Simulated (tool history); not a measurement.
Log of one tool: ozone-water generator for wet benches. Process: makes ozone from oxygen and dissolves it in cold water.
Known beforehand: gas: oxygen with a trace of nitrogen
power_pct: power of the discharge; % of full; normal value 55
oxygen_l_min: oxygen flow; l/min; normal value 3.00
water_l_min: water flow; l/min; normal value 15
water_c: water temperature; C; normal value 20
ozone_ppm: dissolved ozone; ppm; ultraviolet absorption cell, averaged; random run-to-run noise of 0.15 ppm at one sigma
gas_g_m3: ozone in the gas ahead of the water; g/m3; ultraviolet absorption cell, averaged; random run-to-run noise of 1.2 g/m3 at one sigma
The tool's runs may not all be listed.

| run | hour | power_pct | oxygen_l_min | water_l_min | water_c | ozone_ppm | gas_g_m3 |
|---|---|---|---|---|---|---|---|
| 1 | 0.0 | 55 | 3.00 | 15 | 20 | 19.5 | 219.6 |
| 2 | 90.4 | 55 | 3.00 | 15 | 20 | 19.4 | 219.6 |
| 3 | 134.6 | 55 | 3.00 | 15 | 20 | 19.6 | 220.4 |
| 4 | 179.2 | 55 | 2.13 | 15 | 20 | 18.3 | 255.6 |
| 5 | 246.1 | 55 | 2.13 | 15 | 20 | 18.2 | 256.4 |
| 6 | 308.2 | 55 | 2.13 | 15 | 20 | 18.3 | 258.6 |
| 7 | 365.0 | 55 | 3.00 | 15 | 20 | 19.4 | 220.2 |
| 8 | 443.0 | 59 | 3.00 | 23 | 20 | 13.8 | 229.7 |
| 9 | 514.8 | 59 | 3.00 | 23 | 20 | 13.9 | 234.1 |
| 10 | 600.5 | 93 | 3.00 | 23 | 13 | 19.9 | 311.6 |
| 11 | 661.9 | 55 | 3.00 | 14 | 20 | 20.7 | 220.6 |
| 12 | 760.8 | 55 | 3.00 | 18 | 15 | 17.5 | 222.6 |
| 13 | 840.0 | 55 | 3.00 | 18 | 15 | 17.4 | 222.4 |

Run 14 is up next; what results do you expect?
| 14 | 907.2 | 100 | 3.00 | 22 | 20 | ? | ? |

Logged for run 14: ozone_ppm 20.2 ppm, gas_g_m3 327.3 g/m3.
Minus the tool's unlogged condition, the same run would have read ozone_ppm 20.2 ppm, gas_g_m3 323.5 g/m3.
